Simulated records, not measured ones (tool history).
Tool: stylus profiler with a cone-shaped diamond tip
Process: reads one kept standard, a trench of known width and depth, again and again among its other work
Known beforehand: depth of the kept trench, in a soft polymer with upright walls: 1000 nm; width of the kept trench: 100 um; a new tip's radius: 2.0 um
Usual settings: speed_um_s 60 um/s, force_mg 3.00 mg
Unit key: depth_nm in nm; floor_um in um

run 1 hour=0.0 | speed_um_s=60 force_mg=3.00 | depth_nm=1011.79 floor_um=95.25
run 2 hour=22.8 | speed_um_s=60 force_mg=3.00 | depth_nm=1011.79 floor_um=95.25
run 3 hour=62.7 | speed_um_s=60 force_mg=2.73 | depth_nm=1011.15 floor_um=95.25
run 4 hour=91.3 | speed_um_s=60 force_mg=2.73 | depth_nm=1010.37 floor_um=95.24
run 5 hour=131.6 | speed_um_s=60 force_mg=3.00 | depth_nm=1011.69 floor_um=95.20
run 6 hour=162.2 | speed_um_s=60 force_mg=3.00 | depth_nm=1011.51 floor_um=95.21
-- hour=166.8 height scale calibrated on a step standard
run 7 hour=197.2 | speed_um_s=60 force_mg=4.51 | depth_nm=1014.13 floor_um=95.20
run 8 hour=225.1 | speed_um_s=60 force_mg=4.51 | depth_nm=1014.11 floor_um=95.14
run 9 hour=251.5 | speed_um_s=60 force_mg=1.02 | depth_nm=1001.42 floor_um=95.06
run 10 hour=285.1 | speed_um_s=133 force_mg=5.26 | depth_nm=1016.42 floor_um=95.07
run 11 hour=307.7 | speed_um_s=161 force_mg=3.21 | depth_nm=1010.16 floor_um=94.83

What if the next run were any one of these 4? Each begins from the tool's condition after run 11:
run A hour=339.7 | speed_um_s=21 force_mg=4.06 | depth_nm=? floor_um=?
run B hour=339.7 | speed_um_s=60 force_mg=4.60 | depth_nm=? floor_um=?
run C hour=339.7 | speed_um_s=26 force_mg=3.21 | depth_nm=? floor_um=?
run D hour=339.7 | speed_um_s=26 force_mg=8.05 | depth_nm=? floor_um=?

run=A depth_nm=1012.87 floor_um=95.21
run=B depth_nm=1014.15 floor_um=95.16
run=C depth_nm=1010.26 floor_um=95.16
run=D depth_nm=1023.86 floor_um=95.23
With the hidden condition removed and each run's random variation left untouched, the same runs would have given:
run=A depth_nm=1019.48 floor_um=96.53
run=B depth_nm=1020.77 floor_um=96.49
run=C depth_nm=1016.85 floor_um=96.49
run=D depth_nm=1030.54 floor_um=96.55
